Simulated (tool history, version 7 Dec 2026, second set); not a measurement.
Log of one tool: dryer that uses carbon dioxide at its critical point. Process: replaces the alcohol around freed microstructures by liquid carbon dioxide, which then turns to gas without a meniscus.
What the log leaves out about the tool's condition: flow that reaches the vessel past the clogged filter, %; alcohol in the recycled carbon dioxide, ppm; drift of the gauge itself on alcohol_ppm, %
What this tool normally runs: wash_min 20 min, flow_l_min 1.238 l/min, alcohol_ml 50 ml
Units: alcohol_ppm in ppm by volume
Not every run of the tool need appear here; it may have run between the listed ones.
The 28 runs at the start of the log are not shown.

run	hour	wash_min	flow_l_min	alcohol_ml	hours of work since the filter was changed	hours of work since the purifier's bed was changed	alcohol_ppm
29	1113.5	19	1.33	37	349	525	206
# hour 1138.6: inlet filter changed
30	1158	19	1.33	37	7	541	186
31	1214.6	19	1.97	41	27	561	130
32	1247.9	19	1.72	26	39	573	146
33	1277.2	17	1.87	50	50	583	156
34	1323.8	20	1.238	109	66	600	355
35	1368.6	28	0.84	118	82	616	413
36	1395.2	28	0.84	118	92	625	402
37	1443.2	28	0.84	118	109	642	416
38	1493.6	13	1.67	118	127	660	600
39	1537	13	1.67	118	142	676	613
40	1574.6	25	1.1	94	156	689	261
41	1626.5	25	0.84	94	174	708	565
42	1649.9	25	0.84	94	183	716	536
43	1693.3	25	0.84	94	198	732	543
44	1743	25	0.84	94	216	750	569
45	1781.1	28	1.32	100	230	763	194
46	1834.7	28	1.32	100	249	782	196
47	1872.7	28	1.32	100	262	796	188

Each row is a separate what-if for the run after 47, all from the same tool condition, not one after another. Results?
A	1897.9	28	1.6	100	271	805	?
B	1897.9	13	1.32	117	271	805	?
C	1897.9	23	1.238	50	271	805	?
D	1897.9	16	1.238	50	271	805	?

run	alcohol_ppm
A	172
B	1351
C	233
D	464
Without the tool's hidden state the same runs would have given:
run	alcohol_ppm
A	4
B	983
C	48
D	239

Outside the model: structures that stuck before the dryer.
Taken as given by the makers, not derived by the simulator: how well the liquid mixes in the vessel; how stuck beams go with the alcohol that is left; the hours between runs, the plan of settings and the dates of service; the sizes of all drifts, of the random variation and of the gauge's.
